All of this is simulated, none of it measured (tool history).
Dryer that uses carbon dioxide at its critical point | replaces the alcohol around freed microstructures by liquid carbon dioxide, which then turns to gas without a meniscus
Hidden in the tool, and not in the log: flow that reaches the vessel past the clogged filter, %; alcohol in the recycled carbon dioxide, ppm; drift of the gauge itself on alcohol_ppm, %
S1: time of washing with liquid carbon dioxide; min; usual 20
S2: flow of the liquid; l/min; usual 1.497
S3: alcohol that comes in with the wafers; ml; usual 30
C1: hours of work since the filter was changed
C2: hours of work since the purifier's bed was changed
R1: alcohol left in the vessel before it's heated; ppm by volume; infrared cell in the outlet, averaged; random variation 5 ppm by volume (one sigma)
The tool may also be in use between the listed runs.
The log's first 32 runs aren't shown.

run   hour  S1     S2   S3  C1   C2    R1
 33  382.8  20  2.200   30  19  223    87
 34  395.6  18  1.250   30  23  227   142
 35  403.2  20  1.650   41  25  230   102
 36  412.0  20  0.940   23  28  233   183
 37  419.2  20  0.940   23  30  235   187
 38  431.7  13  0.940   95  35  239  1767
 39  446.1  29  1.890   35  39  244   100
 40  462.7  20  2.290   25  45  249    91
 41  470.9  29  1.497   25  48  252    94
 42  483.7  20  1.497   55  52  256   131
 43  494.8  20  1.497   55  55  260   143
 44  510.8  25  1.497   30  61  265   112
 45  517.7  25  1.497   30  63  268   114
 46  531.4  20  1.110  108  67  272   367
 47  541.3  20  1.110  108  71  275   352

3 ways to go on from here, each from the tool as it stands after run 47. What would each give?
  A  555.9  18  1.370  108  76  280   ?
  B  555.9  13  1.497   30  76  280   ?
  C  555.9  12  1.420   23  76  280   ?

run   R1
  A  260
  B  251
  C  273
Without the tool's hidden state the same runs would have given:
run   R1
  A  112
  B  111
  C  132
